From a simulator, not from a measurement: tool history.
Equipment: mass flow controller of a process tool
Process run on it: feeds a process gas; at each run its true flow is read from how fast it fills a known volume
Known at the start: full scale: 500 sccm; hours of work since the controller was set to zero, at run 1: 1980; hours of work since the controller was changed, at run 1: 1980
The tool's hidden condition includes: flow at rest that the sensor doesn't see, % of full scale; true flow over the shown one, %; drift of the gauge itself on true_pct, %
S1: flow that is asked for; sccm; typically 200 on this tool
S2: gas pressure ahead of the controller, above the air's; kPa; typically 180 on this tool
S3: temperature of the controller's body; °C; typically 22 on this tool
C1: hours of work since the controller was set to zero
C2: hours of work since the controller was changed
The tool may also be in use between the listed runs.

run 1 hour=0.0 | S1=200 S2=180 S3=22 | C1=1980 C2=1980 | true_flow_(%)=101.28
run 2 hour=71.2 | S1=200 S2=180 S3=22 | C1=2009 C2=2009 | true_flow_(%)=101.32
run 3 hour=158.4 | S1=200 S2=180 S3=21 | C1=2044 C2=2044 | true_flow_(%)=101.46
run 4 hour=307.3 | S1=200 S2=180 S3=22 | C1=2103 C2=2103 | true_flow_(%)=101.38
run 5 hour=380.8 | S1=200 S2=180 S3=34 | C1=2133 C2=2133 | true_flow_(%)=100.17
run 6 hour=504.7 | S1=200 S2=180 S3=34 | C1=2182 C2=2182 | true_flow_(%)=100.17
run 7 hour=586.8 | S1=200 S2=180 S3=34 | C1=2215 C2=2215 | true_flow_(%)=100.28
run 8 hour=725.9 | S1=200 S2=180 S3=22 | C1=2271 C2=2271 | true_flow_(%)=101.66
run 9 hour=830.9 | S1=200 S2=180 S3=22 | C1=2313 C2=2313 | true_flow_(%)=101.59
run 10 hour=964.8 | S1=200 S2=180 S3=22 | C1=2367 C2=2367 | true_flow_(%)=101.65
run 11 hour=1051.4 | S1=200 S2=180 S3=22 | C1=2401 C2=2401 | true_flow_(%)=101.69
run 12 hour=1191.8 | S1=200 S2=180 S3=22 | C1=2457 C2=2457 | true_flow_(%)=101.74
run 13 hour=1295.3 | S1=109 S2=180 S3=22 | C1=2499 C2=2499 | true_flow_(%)=102.31
run 14 hour=1441.2 | S1=200 S2=180 S3=22 | C1=2557 C2=2557 | true_flow_(%)=101.81
run 15 hour=1504.4 | S1=200 S2=180 S3=22 | C1=2583 C2=2583 | true_flow_(%)=101.99
run 16 hour=1585.8 | S1=200 S2=180 S3=22 | C1=2615 C2=2615 | true_flow_(%)=101.84
run 17 hour=1708.8 | S1=97 S2=261 S3=23 | C1=2665 C2=2665 | true_flow_(%)=102.14
run 18 hour=1794.5 | S1=97 S2=261 S3=23 | C1=2699 C2=2699 | true_flow_(%)=102.31
run 19 hour=1861.1 | S1=97 S2=261 S3=23 | C1=2725 C2=2725 | true_flow_(%)=102.21
run 20 hour=2009.8 | S1=97 S2=255 S3=30 | C1=2785 C2=2785 | true_flow_(%)=101.69
run 21 hour=2163.6 | S1=80 S2=141 S3=25 | C1=2847 C2=2847 | true_flow_(%)=103.49
run 22 hour=2303.4 | S1=80 S2=141 S3=25 | C1=2903 C2=2903 | true_flow_(%)=103.49
run 23 hour=2370.4 | S1=383 S2=152 S3=25 | C1=2929 C2=2929 | true_flow_(%)=101.93
run 24 hour=2457.8 | S1=93 S2=140 S3=26 | C1=2964 C2=2964 | true_flow_(%)=103.08
run 25 hour=2570.3 | S1=93 S2=140 S3=26 | C1=3010 C2=3010 | true_flow_(%)=103.20
run 26 hour=2677.4 | S1=93 S2=140 S3=26 | C1=3052 C2=3052 | true_flow_(%)=103.39
run 27 hour=2828.1 | S1=93 S2=140 S3=26 | C1=3113 C2=3113 | true_flow_(%)=103.31
run 28 hour=2952.1 | S1=200 S2=217 S3=22 | C1=3162 C2=3162 | true_flow_(%)=102.14
run 29 hour=3077.9 | S1=200 S2=217 S3=22 | C1=3213 C2=3213 | true_flow_(%)=102.12
run 30 hour=3221.6 | S1=200 S2=217 S3=22 | C1=3270 C2=3270 | true_flow_(%)=102.23
run 31 hour=3295.8 | S1=305 S2=143 S3=22 | C1=3300 C2=3300 | true_flow_(%)=102.62
run 32 hour=3362.3 | S1=307 S2=252 S3=31 | C1=3327 C2=3327 | true_flow_(%)=101.00

Consider 5 possible next runs. They are alternatives, not a sequence: every one starts from the tool as it was left by run 32. What does each give?
run A hour=3434.9 | S1=200 S2=141 S3=26 | C1=3356 C2=3356 | true_flow_(%)=?
run B hour=3434.9 | S1=307 S2=145 S3=31 | C1=3356 C2=3356 | true_flow_(%)=?
run C hour=3434.9 | S1=200 S2=180 S3=34 | C1=3356 C2=3356 | true_flow_(%)=?
run D hour=3434.9 | S1=200 S2=241 S3=36 | C1=3356 C2=3356 | true_flow_(%)=?
run E hour=3434.9 | S1=307 S2=205 S3=31 | C1=3356 C2=3356 | true_flow_(%)=?

run=A true_flow_(%)=102.46
run=B true_flow_(%)=101.73
run=C true_flow_(%)=101.24
run=D true_flow_(%)=100.65
run=E true_flow_(%)=101.40
The same runs, with their run-to-run variation unchanged, on a tool lacking any hidden condition would have given:
run=A true_flow_(%)=99.44
run=B true_flow_(%)=99.19
run=C true_flow_(%)=98.22
run=D true_flow_(%)=97.63
run=E true_flow_(%)=98.86

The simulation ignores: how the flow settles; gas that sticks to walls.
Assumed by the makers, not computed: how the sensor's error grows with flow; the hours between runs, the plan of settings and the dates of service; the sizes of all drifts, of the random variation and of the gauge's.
